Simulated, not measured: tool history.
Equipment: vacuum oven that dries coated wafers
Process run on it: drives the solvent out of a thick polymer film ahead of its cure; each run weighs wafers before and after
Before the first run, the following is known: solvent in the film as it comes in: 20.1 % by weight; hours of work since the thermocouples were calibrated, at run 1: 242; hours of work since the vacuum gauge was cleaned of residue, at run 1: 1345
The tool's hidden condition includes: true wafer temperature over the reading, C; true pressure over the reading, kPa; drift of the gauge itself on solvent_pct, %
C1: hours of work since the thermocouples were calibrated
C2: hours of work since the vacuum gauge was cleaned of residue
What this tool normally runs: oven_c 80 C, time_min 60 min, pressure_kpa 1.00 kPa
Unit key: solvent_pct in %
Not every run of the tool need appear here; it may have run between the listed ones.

run 1 day=0.000 | oven_c=80 time_min=60 pressure_kpa=1.00 | C1=242 C2=1345 | solvent_pct=2.06
run 2 day=1.642 | oven_c=80 time_min=60 pressure_kpa=1.00 | C1=270 C2=1372 | solvent_pct=2.04
run 3 day=3.750 | oven_c=80 time_min=60 pressure_kpa=1.00 | C1=305 C2=1408 | solvent_pct=2.00
run 4 day=4.896 | oven_c=80 time_min=60 pressure_kpa=0.85 | C1=324 C2=1427 | solvent_pct=1.93
run 5 day=7.129 | oven_c=80 time_min=60 pressure_kpa=0.85 | C1=361 C2=1464 | solvent_pct=1.99
run 6 day=8.400 | oven_c=80 time_min=60 pressure_kpa=2.70 | C1=382 C2=1485 | solvent_pct=2.97
run 7 day=10.421 | oven_c=90 time_min=60 pressure_kpa=1.00 | C1=416 C2=1519 | solvent_pct=0.77
run 8 day=11.504 | oven_c=80 time_min=60 pressure_kpa=2.58 | C1=434 C2=1537 | solvent_pct=2.90
-- day=11.712 oven's thermocouples calibrated
run 9 day=13.392 | oven_c=80 time_min=60 pressure_kpa=1.00 | C1=28 C2=1567 | solvent_pct=2.02
run 10 day=15.621 | oven_c=80 time_min=60 pressure_kpa=1.00 | C1=65 C2=1604 | solvent_pct=2.05
run 11 day=17.250 | oven_c=80 time_min=60 pressure_kpa=1.00 | C1=92 C2=1631 | solvent_pct=1.99
run 12 day=18.392 | oven_c=82 time_min=60 pressure_kpa=0.54 | C1=111 C2=1650 | solvent_pct=1.47
run 13 day=20.083 | oven_c=84 time_min=31 pressure_kpa=0.54 | C1=139 C2=1678 | solvent_pct=3.52
run 14 day=21.454 | oven_c=83 time_min=60 pressure_kpa=2.25 | C1=162 C2=1701 | solvent_pct=2.11
run 15 day=22.579 | oven_c=83 time_min=60 pressure_kpa=2.25 | C1=181 C2=1720 | solvent_pct=2.15
-- day=22.996 oven's thermocouples calibrated, once more
run 16 day=24.133 | oven_c=80 time_min=88 pressure_kpa=0.55 | C1=19 C2=1744 | solvent_pct=0.98
run 17 day=26.383 | oven_c=75 time_min=60 pressure_kpa=1.00 | C1=56 C2=1782 | solvent_pct=3.32
run 18 day=28.412 | oven_c=92 time_min=60 pressure_kpa=2.02 | C1=90 C2=1815 | solvent_pct=1.01
run 19 day=29.588 | oven_c=89 time_min=88 pressure_kpa=1.00 | C1=110 C2=1835 | solvent_pct=0.70
run 20 day=31.083 | oven_c=89 time_min=96 pressure_kpa=1.71 | C1=135 C2=1860 | solvent_pct=0.96
run 21 day=32.904 | oven_c=89 time_min=77 pressure_kpa=3.34 | C1=165 C2=1890 | solvent_pct=1.71
run 22 day=35.058 | oven_c=79 time_min=67 pressure_kpa=2.55 | C1=201 C2=1926 | solvent_pct=2.98

How the hidden state differs across the entries between the runs, from the last listed run before each to the first after it:
Logged between run 8 and run 9: oven's thermocouples calibrated (day 11.712)
  true wafer temperature over the reading, C: -0.03 -> -0.01; true pressure over the reading, kPa: 0.419 -> 0.428
  measured minus no-state result, solvent_pct: +0.24 -> +0.24 %
Logged between run 15 and run 16: oven's thermocouples calibrated, once more (day 22.996)
  true wafer temperature over the reading, C: 0.14 -> -0.32; true pressure over the reading, kPa: 0.474 -> 0.481
  measured minus no-state result, solvent_pct: +0.22 -> +0.31 %
